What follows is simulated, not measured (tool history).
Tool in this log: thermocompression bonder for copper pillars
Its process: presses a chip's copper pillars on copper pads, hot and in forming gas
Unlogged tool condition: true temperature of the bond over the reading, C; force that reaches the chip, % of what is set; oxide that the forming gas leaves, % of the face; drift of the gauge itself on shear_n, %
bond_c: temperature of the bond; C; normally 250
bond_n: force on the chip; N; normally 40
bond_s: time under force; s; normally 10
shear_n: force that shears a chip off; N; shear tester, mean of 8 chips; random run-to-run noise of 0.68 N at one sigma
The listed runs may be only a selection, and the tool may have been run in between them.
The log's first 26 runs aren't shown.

run   hour  bond_c  bond_n  bond_s  hours of work since the heater was calibrated  hours of work since the force cell was calibrated  hours of work since the gas filter was changed  shear_n
 27  329.1     250      25      14                                            150                                                723                                             293     63.4
 28  344.9     250      25      14                                            157                                                730                                             301     64.5
 29  356.3     222      35      14                                            162                                                735                                             306     56.6
 30  371.8     250      46      25                                            169                                                742                                             313     89.7
 31  383.7     250      46      11                                            175                                                747                                             318     80.1
 32  403.3     250      46      11                                            183                                                756                                             327     79.4
 33  421.7     250      46      11                                            192                                                764                                             335     78.5
 34  435.9     256      49      10                                            198                                                771                                             341     82.0
 35  452.1     256      49      10                                            205                                                778                                             348     82.9
 36  465.6     256      49      10                                            211                                                784                                             354     82.7
 37  481.7     250      40       5                                            219                                                791                                             362     59.1
 38  495.3     271      42       8                                            225                                                797                                             368     82.2
 39  508.5     271      42       8                                            231                                                803                                             374     81.3

Each row is a separate what-if for the run after 39, all from the same tool condition, not one after another. Results?
  A  516.7     250      49      10                                            234                                                807                                             377        ?
  B  516.7     244      32       8                                            234                                                807                                             377        ?
  C  516.7     235      32       5                                            234                                                807                                             377        ?

run  shear_n
  A     78.7
  B     57.3
  C     43.5
Without the tool's unlogged condition, the same runs would have read:
run  shear_n
  A     79.2
  B     57.6
  C     43.7

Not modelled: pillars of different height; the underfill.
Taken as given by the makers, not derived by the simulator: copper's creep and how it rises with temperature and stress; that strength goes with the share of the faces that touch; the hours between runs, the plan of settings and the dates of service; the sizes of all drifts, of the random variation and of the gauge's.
